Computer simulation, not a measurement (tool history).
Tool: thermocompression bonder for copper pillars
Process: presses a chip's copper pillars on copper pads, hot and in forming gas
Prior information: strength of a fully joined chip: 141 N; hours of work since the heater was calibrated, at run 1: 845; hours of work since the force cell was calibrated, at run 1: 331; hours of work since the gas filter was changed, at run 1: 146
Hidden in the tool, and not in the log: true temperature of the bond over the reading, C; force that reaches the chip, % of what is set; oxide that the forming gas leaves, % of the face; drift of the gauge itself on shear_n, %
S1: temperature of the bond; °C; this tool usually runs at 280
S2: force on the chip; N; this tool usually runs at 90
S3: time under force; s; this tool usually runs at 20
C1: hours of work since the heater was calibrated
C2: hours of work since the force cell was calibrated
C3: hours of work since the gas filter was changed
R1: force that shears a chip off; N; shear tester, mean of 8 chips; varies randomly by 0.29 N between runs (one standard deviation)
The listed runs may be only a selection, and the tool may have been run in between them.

run 1 hour=0.0 | S1=280 S2=90 S3=20 | C1=845 C2=331 C3=146 | R1=83.0
run 2 hour=40.8 | S1=280 S2=90 S3=20 | C1=867 C2=353 C3=168 | R1=82.4
run 3 hour=75.9 | S1=280 S2=90 S3=20 | C1=886 C2=372 C3=187 | R1=82.9
run 4 hour=102.2 | S1=280 S2=90 S3=20 | C1=901 C2=387 C3=202 | R1=83.0
run 5 hour=139.7 | S1=280 S2=90 S3=20 | C1=921 C2=408 C3=222 | R1=82.4
run 6 hour=161.8 | S1=280 S2=90 S3=20 | C1=934 C2=420 C3=235 | R1=82.2
run 7 hour=190.1 | S1=280 S2=90 S3=20 | C1=949 C2=435 C3=250 | R1=82.0
-- hour=206.9 forming gas filter changed
run 8 hour=231.9 | S1=280 S2=90 S3=20 | C1=972 C2=458 C3=14 | R1=83.9
run 9 hour=253.8 | S1=280 S2=90 S3=20 | C1=984 C2=470 C3=26 | R1=84.0
run 10 hour=290.8 | S1=280 S2=90 S3=20 | C1=1004 C2=490 C3=46 | R1=84.4
run 11 hour=315.5 | S1=280 S2=90 S3=20 | C1=1018 C2=504 C3=60 | R1=84.5
run 12 hour=355.7 | S1=280 S2=90 S3=20 | C1=1040 C2=526 C3=82 | R1=83.4
run 13 hour=375.8 | S1=280 S2=90 S3=20 | C1=1051 C2=537 C3=93 | R1=83.5
run 14 hour=402.4 | S1=280 S2=90 S3=20 | C1=1066 C2=552 C3=108 | R1=83.7
run 15 hour=443.6 | S1=253 S2=90 S3=20 | C1=1088 C2=574 C3=130 | R1=65.2
run 16 hour=480.8 | S1=299 S2=99 S3=49 | C1=1109 C2=595 C3=151 | R1=120.3
run 17 hour=527.1 | S1=290 S2=91 S3=10 | C1=1134 C2=620 C3=176 | R1=72.6
run 18 hour=549.2 | S1=274 S2=63 S3=20 | C1=1146 C2=632 C3=188 | R1=57.7
run 19 hour=593.1 | S1=293 S2=72 S3=13 | C1=1171 C2=657 C3=212 | R1=66.7
run 20 hour=620.5 | S1=293 S2=72 S3=40 | C1=1186 C2=672 C3=227 | R1=93.6
run 21 hour=646.6 | S1=286 S2=79 S3=18 | C1=1200 C2=686 C3=242 | R1=75.1
-- hour=680.0 forming gas filter changed
run 22 hour=681.5 | S1=279 S2=90 S3=23 | C1=1219 C2=705 C3=1 | R1=87.2
run 23 hour=707.9 | S1=279 S2=90 S3=23 | C1=1234 C2=720 C3=15 | R1=87.3
run 24 hour=750.9 | S1=306 S2=113 S3=49 | C1=1257 C2=743 C3=39 | R1=130.3
run 25 hour=791.2 | S1=306 S2=113 S3=49 | C1=1279 C2=765 C3=61 | R1=129.7
run 26 hour=831.5 | S1=306 S2=113 S3=49 | C1=1302 C2=788 C3=83 | R1=129.1
run 27 hour=853.2 | S1=286 S2=104 S3=49 | C1=1313 C2=799 C3=95 | R1=117.3
run 28 hour=894.1 | S1=286 S2=104 S3=49 | C1=1336 C2=822 C3=118 | R1=117.5

Hidden condition of the tool, last listed run before each entry between runs versus first listed run after:
Logged between run 7 and run 8: forming gas filter changed (hour 206.9)
  true temperature of the bond over the reading, C: -3.3 -> -3.4; force that reaches the chip, % of what is set: 102.8 -> 102.9; oxide that the forming gas leaves, % of the face: 3.06 -> 0.69
  measured result minus the result with no hidden state, R1: -2.6 -> -0.6 N
Logged between run 21 and run 22: forming gas filter changed (hour 680.0)
  true temperature of the bond over the reading, C: -4.4 -> -4.5; oxide that the forming gas leaves, % of the face: 3.08 -> 0.64
  measured result minus the result with no hidden state, R1: -2.3 -> -0.5 N
